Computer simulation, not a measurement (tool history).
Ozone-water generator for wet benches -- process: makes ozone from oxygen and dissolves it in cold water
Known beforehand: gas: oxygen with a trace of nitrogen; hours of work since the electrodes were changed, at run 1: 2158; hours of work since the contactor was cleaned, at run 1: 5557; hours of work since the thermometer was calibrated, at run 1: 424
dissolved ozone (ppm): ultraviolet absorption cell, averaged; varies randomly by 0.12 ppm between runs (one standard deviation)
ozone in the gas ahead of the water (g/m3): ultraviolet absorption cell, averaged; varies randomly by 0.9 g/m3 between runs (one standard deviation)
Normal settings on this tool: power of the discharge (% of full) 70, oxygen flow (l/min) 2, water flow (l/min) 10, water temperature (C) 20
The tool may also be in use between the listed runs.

run	day	power of the discharge (% of full)	oxygen flow (l/min)	water flow (l/min)	water temperature (C)	hours of work since the electrodes were changed	hours of work since the contactor was cleaned	hours of work since the thermometer was calibrated	dissolved ozone (ppm)	ozone in the gas ahead of the water (g/m3)
1	0	70	2	10	20	2158	5557	424	10.3	148.4
2	1.55	70	2	10	20	2191	5590	457	10.3	146.6
3	4.258	70	2	12	20	2249	5648	514	8.3	147.8
4	7.283	70	2	10	14	2313	5712	579	11.1	146.8
5	8.758	70	2	10	13	2344	5744	610	11.4	148.6
6	12.258	70	2	10	13	2419	5818	684	11.4	147.5
7	13.8	70	2	10	13	2451	5851	717	11.2	146.1
8	16.308	70	2	10	26	2505	5904	771	9.5	146.9
9	19.158	70	2	10	26	2565	5965	831	9.4	147.8
10	22.179	70	2	14	20	2630	6029	895	7	146.4
11	23.962	70	2	14	20	2668	6067	933	7	146.9
12	27.425	70	2	14	20	2741	6140	1007	6.9	144.9
13	30.062	70	2.22	10	20	2797	6197	1063	10.3	141.5
14	33.575	70	2.22	10	20	2872	6271	1138	10.4	139
15	37.158	70	2.22	10	20	2948	6347	1214	10.3	139.3
16	40.692	70	2.22	10	20	3023	6423	1289	10.4	137.2
17	42.167	70	2	10	20	3055	6454	1321	10.1	145.3
18	44.338	70	1.23	6	20	3101	6500	1367	15.7	179.2
19	46.079	68	2.09	10	20	3138	6537	1404	10	139.3
20	47.629	42	2	15	13	3171	6570	1437	5	105.8
21	49.571	42	1.42	15	13	3212	6612	1478	4.5	124.9
22	52.596	42	1.42	15	13	3277	6676	1542	4.5	124.7
23	54.579	70	1.42	15	19	3319	6718	1585	5.7	169.7
24	57.267	86	2	13	26	3376	6775	1642	7.9	164.2
25	58.971	47	1.25	12	23	3412	6811	1678	5.6	140
26	61.042	84	1.25	12	20	3456	6855	1722	8	199.4
27	63.7	84	1.25	12	20	3513	6912	1778	8	199
28	65.775	84	1.25	12	20	3557	6956	1823	8	199.4
29	68.138	84	1.25	12	20	3607	7006	1873	8.2	200.5
30	69.888	97	1.51	6	22	3644	7044	1910	18.6	200.6
31	73.229	70	2	13	13	3715	7115	1981	8.2	145
32	74.692	83	1.15	13	13	3747	7146	2012	7.3	205
33	78.104	83	1.16	13	13	3819	7218	2085	7.3	202.6

Selected run-to-run steps in dissolved ozone (ppm), each split into two signed amounts: the part the tool would show with no hidden state at all (from settings, incoming material and random variation), and the remainder, which goes to the hidden state together with any gauge scatter not common to the measured and the hidden-state-free results:
Unlogged tool condition in this case: yield of the discharge, % of new electrodes'; contactor's efficiency, % of a clean one's; true water temperature over the reading, C; drift of the gauge itself on ozone_ppm, %; drift of the gauge itself on gas_g_m3, %.
Run 18 -> 19: power of the discharge (% of full) 70 -> 68, oxygen flow (l/min) 1.23 -> 2.09, water flow (l/min) 6 -> 10. dissolved ozone (ppm) -5.7: hidden state +0.4, all else -6.1.
Run 19 -> 20: power of the discharge (% of full) 68 -> 42, oxygen flow (l/min) 2.09 -> 2, water flow (l/min) 10 -> 15, water temperature (C) 20 -> 13. dissolved ozone (ppm) -5: hidden state +0.5, all else -5.5.
Run 29 -> 30: power of the discharge (% of full) 84 -> 97, oxygen flow (l/min) 1.25 -> 1.51, water flow (l/min) 12 -> 6, water temperature (C) 20 -> 22. dissolved ozone (ppm) +10.4: hidden state -0.9, all else +11.3.
Run 30 -> 31: power of the discharge (% of full) 97 -> 70, oxygen flow (l/min) 1.51 -> 2, water flow (l/min) 6 -> 13, water temperature (C) 22 -> 13. dissolved ozone (ppm) -10.4: hidden state +1, all else -11.4.
